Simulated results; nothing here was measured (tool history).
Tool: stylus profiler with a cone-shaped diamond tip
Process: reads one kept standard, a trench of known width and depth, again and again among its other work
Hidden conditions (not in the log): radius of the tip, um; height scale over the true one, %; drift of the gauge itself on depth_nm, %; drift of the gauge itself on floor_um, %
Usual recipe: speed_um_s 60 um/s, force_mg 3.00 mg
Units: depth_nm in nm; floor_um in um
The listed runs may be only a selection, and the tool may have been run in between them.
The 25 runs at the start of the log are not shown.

run     day  speed_um_s  force_mg  scans with this tip  hours of work since the height scale was calibrated  depth_nm  floor_um
 26  36.500         154      4.91                11157                                                   62    203.61     47.51
 27  38.383         154      4.91                11333                                                   88    203.53     47.48
 28  40.038         154      4.91                11486                                                  110    203.65     47.48
 29  42.025         163      3.45                11671                                                  138    202.83     47.43
 30  43.792         149      4.70                11835                                                  162    203.48     47.50
 31  45.246         149      4.70                11971                                                  182    203.47     47.44
 32  47.325         149      4.70                12164                                                  211    203.51     47.48
 33  49.183          45      6.50                12336                                                  236    204.31     47.69
 34  51.171          42      1.25                12521                                                  263    201.46     47.61
 35  52.783          42      1.25                12671                                                  286    201.50     47.64
 36  53.717         109      3.40                12758                                                  298    202.84     47.49

Forecast run 37:
 37  55.446         121      5.88                12918                                                  322         ?         ?

{"run 37": {"depth_nm": 204.06, "floor_um": 47.5}}
Without the tool's hidden state the same run would have given depth_nm 203.99 nm, floor_um 47.75 um.
